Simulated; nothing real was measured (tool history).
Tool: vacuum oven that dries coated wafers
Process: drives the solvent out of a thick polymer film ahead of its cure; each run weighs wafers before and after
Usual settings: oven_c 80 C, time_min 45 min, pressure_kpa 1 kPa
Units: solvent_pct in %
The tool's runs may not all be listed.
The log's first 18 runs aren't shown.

run 19 day=11.083 | oven_c=68 time_min=45 pressure_kpa=2.32 | solvent_pct=6.58
run 20 day=11.954 | oven_c=93 time_min=45 pressure_kpa=2.32 | solvent_pct=1.01
run 21 day=12.862 | oven_c=86 time_min=45 pressure_kpa=1 | solvent_pct=1.56
run 22 day=13.688 | oven_c=78 time_min=55 pressure_kpa=2.42 | solvent_pct=3.22
run 23 day=14.354 | oven_c=69 time_min=45 pressure_kpa=1.24 | solvent_pct=5.87
run 24 day=14.954 | oven_c=80 time_min=46 pressure_kpa=0.8 | solvent_pct=2.71
run 25 day=15.375 | oven_c=80 time_min=46 pressure_kpa=0.8 | solvent_pct=2.66
run 26 day=16.071 | oven_c=66 time_min=45 pressure_kpa=0.51 | solvent_pct=6.3
run 27 day=16.671 | oven_c=69 time_min=45 pressure_kpa=1 | solvent_pct=5.72
run 28 day=17.146 | oven_c=88 time_min=36 pressure_kpa=3.48 | solvent_pct=2.55
run 29 day=17.979 | oven_c=66 time_min=29 pressure_kpa=2.18 | solvent_pct=8.14
run 30 day=18.462 | oven_c=66 time_min=29 pressure_kpa=2.18 | solvent_pct=8.2
run 31 day=18.95 | oven_c=90 time_min=59 pressure_kpa=0.75 | solvent_pct=0.51
run 32 day=19.333 | oven_c=77 time_min=39 pressure_kpa=1.7 | solvent_pct=4.42
run 33 day=20.212 | oven_c=82 time_min=36 pressure_kpa=1 | solvent_pct=3.2

Forecast each of these 4 alternatives for the next run:
run A day=20.583 | oven_c=66 time_min=32 pressure_kpa=1 | solvent_pct=?
run B day=20.583 | oven_c=82 time_min=44 pressure_kpa=0.95 | solvent_pct=?
run C day=20.583 | oven_c=70 time_min=30 pressure_kpa=1 | solvent_pct=?
run D day=20.583 | oven_c=80 time_min=32 pressure_kpa=1 | solvent_pct=?

run=A solvent_pct=7.44
run=B solvent_pct=2.48
run=C solvent_pct=6.81
run=D solvent_pct=4.03
Without the tool's hidden state the same runs would have given:
run=A solvent_pct=7.27
run=B solvent_pct=2.3
run=C solvent_pct=6.63
run=D solvent_pct=3.82

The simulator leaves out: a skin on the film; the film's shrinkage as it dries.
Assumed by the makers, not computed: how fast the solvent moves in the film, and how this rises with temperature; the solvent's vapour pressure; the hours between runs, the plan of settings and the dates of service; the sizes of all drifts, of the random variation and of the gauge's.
